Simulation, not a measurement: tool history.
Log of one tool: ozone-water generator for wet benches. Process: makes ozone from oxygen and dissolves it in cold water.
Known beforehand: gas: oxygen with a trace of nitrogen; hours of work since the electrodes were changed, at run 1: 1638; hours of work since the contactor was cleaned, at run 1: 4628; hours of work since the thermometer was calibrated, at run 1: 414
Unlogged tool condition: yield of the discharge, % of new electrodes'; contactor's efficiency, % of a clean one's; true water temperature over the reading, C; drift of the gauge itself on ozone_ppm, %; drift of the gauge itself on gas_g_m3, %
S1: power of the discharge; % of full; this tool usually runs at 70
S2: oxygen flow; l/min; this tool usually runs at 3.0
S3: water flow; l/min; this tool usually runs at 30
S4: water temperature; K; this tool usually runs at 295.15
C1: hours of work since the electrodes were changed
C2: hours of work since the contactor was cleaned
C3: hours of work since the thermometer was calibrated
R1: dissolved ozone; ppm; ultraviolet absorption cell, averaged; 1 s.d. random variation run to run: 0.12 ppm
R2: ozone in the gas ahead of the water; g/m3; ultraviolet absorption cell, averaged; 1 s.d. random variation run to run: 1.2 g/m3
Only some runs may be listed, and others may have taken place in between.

{"run": 1, "day": 0.0, "S1": 70, "S2": 3.0, "S3": 30, "S4": 295.15, "C1": 1638, "C2": 4628, "C3": 414, "R1": 11.5, "R2": 211.4}
{"run": 2, "day": 5.429, "S1": 70, "S2": 3.0, "S3": 30, "S4": 295.15, "C1": 1738, "C2": 4727, "C3": 514, "R1": 11.5, "R2": 211.3}
{"run": 3, "day": 10.067, "S1": 49, "S2": 3.0, "S3": 30, "S4": 295.15, "C1": 1824, "C2": 4813, "C3": 600, "R1": 9.7, "R2": 175.3}
{"run": 4, "day": 15.838, "S1": 49, "S2": 3.0, "S3": 30, "S4": 295.15, "C1": 1930, "C2": 4919, "C3": 706, "R1": 9.3, "R2": 175.1}
{"run": 5, "day": 19.358, "S1": 70, "S2": 3.0, "S3": 30, "S4": 294.15, "C1": 1994, "C2": 4984, "C3": 771, "R1": 11.4, "R2": 209.4}
{"run": 6, "day": 22.817, "S1": 70, "S2": 3.0, "S3": 30, "S4": 294.15, "C1": 2058, "C2": 5047, "C3": 834, "R1": 11.2, "R2": 210.3}
{"run": 7, "day": 26.208, "S1": 73, "S2": 1.7, "S3": 30, "S4": 295.15, "C1": 2120, "C2": 5110, "C3": 897, "R1": 8.9, "R2": 260.3}
{"day": 26.696, "done": "contactor cleaned"}
{"run": 8, "day": 30.625, "S1": 73, "S2": 1.7, "S3": 30, "S4": 295.15, "C1": 2199, "C2": 72, "C3": 975, "R1": 8.7, "R2": 259.7}
{"run": 9, "day": 33.746, "S1": 73, "S2": 1.7, "S3": 30, "S4": 295.15, "C1": 2256, "C2": 130, "C3": 1032, "R1": 8.5, "R2": 256.7}

Run 10 is up next; what results do you expect?
{"run": 10, "day": 36.483, "S1": 73, "S2": 1.7, "S3": 30, "S4": 295.15, "C1": 2306, "C2": 180, "C3": 1082, "R1": "?", "R2": "?"}

{"run 10": {"R1": 8.7, "R2": 261.0}}
Were there no unlogged condition in the tool, this run, its random variation unchanged, would have produced R1 9.9 ppm, R2 275.8 g/m3.
